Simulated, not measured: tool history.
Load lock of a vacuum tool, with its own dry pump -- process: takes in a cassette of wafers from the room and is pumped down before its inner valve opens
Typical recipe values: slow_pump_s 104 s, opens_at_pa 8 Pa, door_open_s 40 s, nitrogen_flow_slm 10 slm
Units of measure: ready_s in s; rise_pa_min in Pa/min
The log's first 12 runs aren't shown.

| run | day | slow_pump_s | opens_at_pa | door_open_s | nitrogen_flow_slm | incoming humidity of the room's air, % | ready_s | rise_pa_min |
|---|---|---|---|---|---|---|---|---|
| 13 | 94.017 | 104 | 8 | 136 | 10 | 45.7 | 162.2 | 0.047 |
| 14 | 104.367 | 104 | 8 | 136 | 10 | 45.5 | 162.9 | 0.06 |
| 15 | 109.129 | 104 | 8 | 40 | 10 | 42.8 | 164.3 | 0.042 |
| 16 | 113.575 | 104 | 8 | 40 | 10 | 44.2 | 163.2 | 0.038 |
| 17 | 123.092 | 104 | 8 | 40 | 10 | 43.5 | 164.1 | 0.042 |
| 18 | 131.3 | 104 | 8 | 40 | 10 | 44.9 | 162.5 | 0.051 |
| 19 | 140.7 | 104 | 8 | 40 | 10 | 45.5 | 163.9 | 0.052 |
| 20 | 145.258 | 104 | 8 | 40 | 10 | 45.6 | 165.9 | 0.047 |
| 21 | 151.6 | 175 | 8 | 40 | 10 | 46.6 | 222.8 | 0.053 |
| 22 | 158.708 | 175 | 8 | 40 | 10 | 44.5 | 222.5 | 0.054 |
| 23 | 164.512 | 57 | 8 | 40 | 10 | 44.1 | 126.5 | 0.054 |
| 24 | 168.883 | 57 | 8 | 40 | 10 | 46.5 | 126.6 | 0.056 |
| 25 | 174.367 | 98 | 8 | 40 | 10 | 43.2 | 158.6 | 0.059 |
| 26 | 183.508 | 98 | 8 | 40 | 10 | 47.7 | 159.3 | 0.057 |
| 27 | 190.904 | 107 | 12 | 40 | 10 | 48.2 | 162.8 | 0.063 |
| 28 | 198.633 | 104 | 9 | 69 | 10 | 43.9 | 163.7 | 0.072 |
| 29 | 205.921 | 104 | 12 | 40 | 10 | 46 | 163 | 0.068 |
| 30 | 211.912 | 104 | 12 | 40 | 10 | 45.1 | 163.1 | 0.066 |
| 31 | 216.146 | 105 | 8 | 40 | 39 | 42.2 | 166 | 0.065 |
| 32 | 224.508 | 105 | 8 | 40 | 39 | 44.3 | 165.7 | 0.067 |
| 33 | 231.358 | 60 | 8 | 54 | 10 | 40.7 | 130.8 | 0.08 |
| 34 | 237.229 | 60 | 8 | 54 | 10 | 46.6 | 130.5 | 0.081 |
| 35 | 245.429 | 104 | 15 | 40 | 10 | 44.9 | 159.5 | 0.082 |
| 36 | 254.829 | 104 | 11 | 191 | 7 | 43.8 | 165.7 | 0.098 |
| 37 | 259.425 | 75 | 11 | 90 | 6 | 43.3 | 140.9 | 0.088 |

Predict each of these 3 candidate next runs independently; none follows another, all start after run 37:
| A | 266.4 | 104 | 8 | 39 | 10 | 46.4 | ? | ? |
| B | 266.4 | 104 | 8 | 42 | 41 | 42.5 | ? | ? |
| C | 266.4 | 194 | 11 | 90 | 6 | 42.7 | ? | ? |

| run | ready_s | rise_pa_min |
|---|---|---|
| A | 165.8 | 0.085 |
| B | 166.6 | 0.073 |
| C | 237.6 | 0.093 |
Without the tool's unlogged condition, the same runs would have read:
| run | ready_s | rise_pa_min |
|---|---|---|
| A | 159.7 | 0.016 |
| B | 160.4 | 0.003 |
| C | 233.5 | 0.022 |

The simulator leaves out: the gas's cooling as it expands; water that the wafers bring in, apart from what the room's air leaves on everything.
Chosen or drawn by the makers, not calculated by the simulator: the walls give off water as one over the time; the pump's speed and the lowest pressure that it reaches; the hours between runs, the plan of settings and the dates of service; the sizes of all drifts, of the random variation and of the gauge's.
